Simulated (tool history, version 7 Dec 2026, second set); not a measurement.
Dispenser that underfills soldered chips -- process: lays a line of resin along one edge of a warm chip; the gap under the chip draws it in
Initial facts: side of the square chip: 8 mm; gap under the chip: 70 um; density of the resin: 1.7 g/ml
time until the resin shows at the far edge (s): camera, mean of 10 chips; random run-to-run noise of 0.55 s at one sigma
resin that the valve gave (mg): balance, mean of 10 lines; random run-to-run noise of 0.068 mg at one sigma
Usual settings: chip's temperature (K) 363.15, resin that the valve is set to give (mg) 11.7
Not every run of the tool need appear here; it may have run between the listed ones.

run   hour  chip's temperature (K)  resin that the valve is set to give (mg)  time until the resin shows at the far edge (s)  resin that the valve gave (mg)
  1    0.0                  363.15                                      11.7                                            46.6                           11.13
  2    6.9                  363.15                                      11.7                                            65.9                           10.91
  3   10.6                  363.15                                      10.8                                            82.4                           10.04
  4   13.8                  363.15                                      11.4                                            94.1                           10.46
      15.1  -- new syringe of resin
  5   18.8                  363.15                                      11.4                                            54.8                           10.52
  6   23.2                  363.15                                      11.7                                            68.8                           10.71
  7   26.6                  364.15                                      11.7                                            77.9                           10.69
      30.3  -- new syringe of resin
  8   31.0                  364.15                                      11.7                                            45.6                           10.64
  9   35.4                  364.15                                      11.7                                            57.9                           10.74
 10   39.6                  364.15                                      11.7                                            71.6                           10.63
 11   43.9                  364.15                                      11.7                                            87.2                           10.77
      45.2  -- new syringe of resin
 12   50.4                  369.15                                      11.7                                            47.4                           10.57
 13   57.5                  363.15                                      11.7                                            84.6                           10.56
      60.5  -- new syringe of resin
 14   62.4                  363.15                                      11.7                                            49.8                           10.55
 15   67.3                  363.15                                      11.7                                            63.9                           10.53
 16   72.6                  363.15                                      11.7                                            83.3                           10.48
      75.5  -- new syringe of resin
 17   78.9                  363.15                                      11.7                                            54.1                           10.36
 18   82.4                  363.15                                      11.3                                            65.9                            9.92
 19   89.9                  369.15                                      11.7                                            76.1                           10.33
      90.9  -- new syringe of resin
 20   96.4                  369.15                                      11.7                                            50.6                           10.36
 21  103.4                  362.15                                      11.7                                            90.1                           10.30
     106.4  -- dispensing valve cleaned and set on the balance
     107.1  -- new syringe of resin
 22  108.7                  362.15                                      11.7                                            50.5                           11.72
 23  116.2                  356.15                                      11.1                                            93.4                           11.04
 24  121.4                  356.15                                      11.1                                           118.4                           11.11
     122.4  -- new syringe of resin
 25  126.0                  361.15                                      11.7                                            58.0                           11.69
 26  131.2                  375.15                                      10.5                                            46.4                           10.45
     137.4  -- new syringe of resin
 27  138.2                  375.15                                      10.5                                            31.6                           10.38
 28  144.2                  356.15                                      11.4                                            83.0                           11.13
 29  147.4                  356.15                                      11.4                                            95.8                           11.12
     152.6  -- new syringe of resin
 30  155.3                  356.15                                      11.4                                            67.3                           11.08
 31  158.9                  378.15                                      13.9                                            34.6                           13.55
 32  164.3                  354.15                                      14.4                                           108.9                           13.90
     167.6  -- new syringe of resin
 33  171.6                  354.15                                      14.4                                            74.0                           13.98
 34  178.1                  354.15                                      14.4                                           101.7                           13.85
 35  181.7                  354.15                                      14.4                                           125.4                           13.85
     182.7  -- new syringe of resin
 36  186.3                  354.15                                      14.4                                            74.2                           13.77

Measured less the same run without the tool's hidden state. The same run-to-run variation is in both; the gauge's scatter may not be:
The tool's hidden condition here consists of: resin's viscosity, % of fresh resin's; dose that the valve gives, % of what is set; true chip temperature over the reading, C; drift of the gauge itself on fill_s, %; drift of the gauge itself on given_mg, %.
run  time until the resin shows at the far edge (s)  resin that the valve gave (mg)
  1                                            +0.7                           -0.82
  2                                           +20.0                           -0.86
  3                                           +34.6                           -0.82
  4                                           +47.6                           -0.87
  5                                            +9.0                           -0.91
  6                                           +22.5                           -0.95
  7                                           +33.9                           -0.97
  8                                            +1.6                           -0.99
  9                                           +13.0                           -1.03
 10                                           +26.5                           -1.05
 11                                           +42.9                           -1.09
 12                                           +10.8                           -1.12
 13                                           +38.6                           -1.17
 14                                            +4.2                           -1.21
 15                                           +18.0                           -1.23
 16                                           +37.1                           -1.26
 17                                            +8.7                           -1.30
 18                                           +19.6                           -1.27
 19                                           +39.4                           -1.37
 20                                           +12.7                           -1.41
 21                                           +42.1                           -1.46
 22                                            +2.9                           +0.01
 23                                           +32.8                           -0.04
 24                                           +58.7                           -0.07
 25                                            +7.8                           -0.10
 26                                           +15.6                           -0.12
 27                                            +0.7                           -0.16
 28                                           +22.9                           -0.21
 29                                           +36.5                           -0.23
 30                                            +6.1                           -0.27
 31                                            +8.2                           -0.36
 32                                           +45.1                           -0.42
 33                                           +10.9                           -0.48
 34                                           +39.2                           -0.53
 35                                           +61.0                           -0.56
 36                                           +10.0                           -0.59

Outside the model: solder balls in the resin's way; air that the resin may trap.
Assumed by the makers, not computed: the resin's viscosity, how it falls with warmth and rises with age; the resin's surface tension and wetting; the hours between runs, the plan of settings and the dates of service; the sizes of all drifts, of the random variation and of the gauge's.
